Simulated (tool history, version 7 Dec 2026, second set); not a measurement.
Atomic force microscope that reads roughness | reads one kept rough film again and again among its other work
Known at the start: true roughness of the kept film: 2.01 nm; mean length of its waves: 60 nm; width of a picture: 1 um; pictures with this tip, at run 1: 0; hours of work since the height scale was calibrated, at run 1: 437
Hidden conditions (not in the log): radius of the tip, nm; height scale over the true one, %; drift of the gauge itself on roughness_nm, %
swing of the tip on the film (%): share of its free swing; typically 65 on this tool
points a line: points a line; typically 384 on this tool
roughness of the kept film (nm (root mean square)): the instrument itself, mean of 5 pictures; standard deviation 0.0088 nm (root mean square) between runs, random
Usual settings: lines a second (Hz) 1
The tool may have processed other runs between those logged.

run    hour  lines a second (Hz)  swing of the tip on the film (%)  points a line  pictures with this tip  hours of work since the height scale was calibrated  roughness of the kept film (nm (root mean square))
  1       0                    1                                65            384                       0                                                  437                                               1.948
  2    43.8                 0.57                                65            384                      61                                                  464                                               1.947
  3      81                 0.57                                65            384                     112                                                  486                                               1.926
  4   111.7                 0.57                                57            384                     154                                                  505                                               1.928
  5   153.4                 1.37                                65            384                     211                                                  531                                                1.88
      163.5  -- new tip fitted
  6   177.5                 1.37                                65            384                      20                                                  546                                                1.94
  7   214.1                 1.37                                65            384                      70                                                  568                                               1.914
  8   241.3                 1.37                                81            384                     107                                                  585                                               1.839
  9   277.3                 1.37                                81            384                     157                                                  607                                               1.832
 10   301.2                 1.37                                81            384                     189                                                  622                                               1.826
 11   323.5                 1.37                                81            384                     220                                                  636                                               1.809
      326.9  -- new tip fitted
 12   368.1                 1.37                                81            384                      57                                                  663                                                1.87
 13   394.9                    1                                65            701                      93                                                  679                                               1.925
 14     414                    1                                65            384                     120                                                  691                                               1.898
 15   452.3                    1                                65            384                     172                                                  715                                               1.893
      456.5  -- height scale calibrated on a step standard
 16   489.1                    1                                65            384                     221                                                   20                                               1.878
      491.6  -- new tip fitted
        524  -- height scale calibrated on a step standard, once more
 17   526.6                    1                                65            384                      47                                                    2                                               1.938
 18   547.8                    1                                65            384                      76                                                   15                                               1.926
 19     577                    1                                65            384                     116                                                   33                                               1.922
 20   613.2                    1                                65            384                     166                                                   55                                               1.921
 21   631.4                    1                                65            384                     191                                                   66                                               1.871
      656.6  -- new tip fitted
 22   673.3                    1                                65            384                      23                                                   92                                               1.946
 23   713.8                    1                                82            384                      78                                                  117                                               1.872
 24   756.6                    1                                82            384                     137                                                  143                                               1.851
 25     791                    1                                82            307                     184                                                  164                                               1.849
      821.1  -- new tip fitted
 26   831.7                    1                                82            307                      14                                                  189                                               1.899
 27   851.5                 2.16                                75            324                      42                                                  201                                                1.86
 28     893                 2.16                                75            324                      99                                                  227                                               1.837
 29   920.6                 1.98                                71            577                     137                                                  244                                               1.857
 30   949.2                 2.65                                69            315                     176                                                  261                                               1.817
 31   975.1                 2.74                                58            389                     211                                                  277                                               1.866
      987.1  -- new tip fitted
 32  1020.6                 2.74                                58            389                      46                                                  305                                               1.908
 33  1048.4                 2.74                                58            389                      84                                                  322                                               1.884
 34  1066.8                 3.73                                58            922                     110                                                  334                                               1.888
 35  1106.5                 2.37                                82            922                     164                                                  358                                               1.747
 36  1140.2                 2.37                                82            922                     210                                                  379                                               1.757
     1149.6  -- new tip fitted
 37    1171                 2.37                                82            922                      29                                                  397                                               1.791
 38  1203.2                 0.53                                58            602                      73                                                  417                                               1.949
 39  1239.3                 1.07                                65            955                     123                                                  440                                               1.904
 40  1268.5                  3.3                                59            384                     163                                                  458                                               1.846
 41  1290.3                 1.61                                66            384                     193                                                  471                                               1.859
       1314  -- new tip fitted
 42  1317.1                 1.87                                65            384                       4                                                  487                                               1.923
 43  1347.3                 1.02                                58            260                      45                                                  506                                               1.938
 44  1372.9                 1.02                                58            260                      81                                                  522                                               1.928
 45  1406.3                 1.22                                60            384                     126                                                  542                                               1.915
 46  1446.8                 1.94                                60            489                     182                                                  567                                               1.871
 47  1466.7                 1.94                                60            489                     209                                                  579                                               1.887
     1476.8  -- new tip fitted
 48  1497.5                    1                                73            990                      28                                                  598                                               1.927
 49  1523.7                    1                                73            990                      64                                                  614                                               1.911
 50  1559.1                 3.29                                55            384                     113                                                  636                                               1.905
 51  1587.3                 2.26                                85            638                     151                                                  653                                               1.743

For some of the steps in roughness of the kept film (nm (root mean square)) from one run to the next: how much would appear even if the tool had no hidden state, given the settings, what came in and random variation, and how much remains for the hidden state plus any gauge scatter that the measured result and the result without hidden state don't share?
Run 5 -> 6: new tip fitted. roughness of the kept film (nm (root mean square)) +0.06: hidden state +0.054, all else +0.006.
Run 16 -> 17: new tip fitted, height scale calibrated on a step standard, once more. roughness of the kept film (nm (root mean square)) +0.06: hidden state +0.056, all else +0.004.
Run 34 -> 35: lines a second (Hz) 3.73 -> 2.37, swing of the tip on the film (%) 58 -> 82. roughness of the kept film (nm (root mean square)) -0.141: hidden state -0.012, all else -0.129.
Run 37 -> 38: lines a second (Hz) 2.37 -> 0.53, swing of the tip on the film (%) 82 -> 58, points a line 922 -> 602. roughness of the kept film (nm (root mean square)) +0.158: hidden state -0.016, all else +0.174.
Run 41 -> 42: lines a second (Hz) 1.61 -> 1.87, swing of the tip on the film (%) 66 -> 65, new tip fitted. roughness of the kept film (nm (root mean square)) +0.064: hidden state +0.053, all else +0.011.
Run 50 -> 51: lines a second (Hz) 3.29 -> 2.26, swing of the tip on the film (%) 55 -> 85, points a line 384 -> 638. roughness of the kept film (nm (root mean square)) -0.162: hidden state -0.007, all else -0.155.
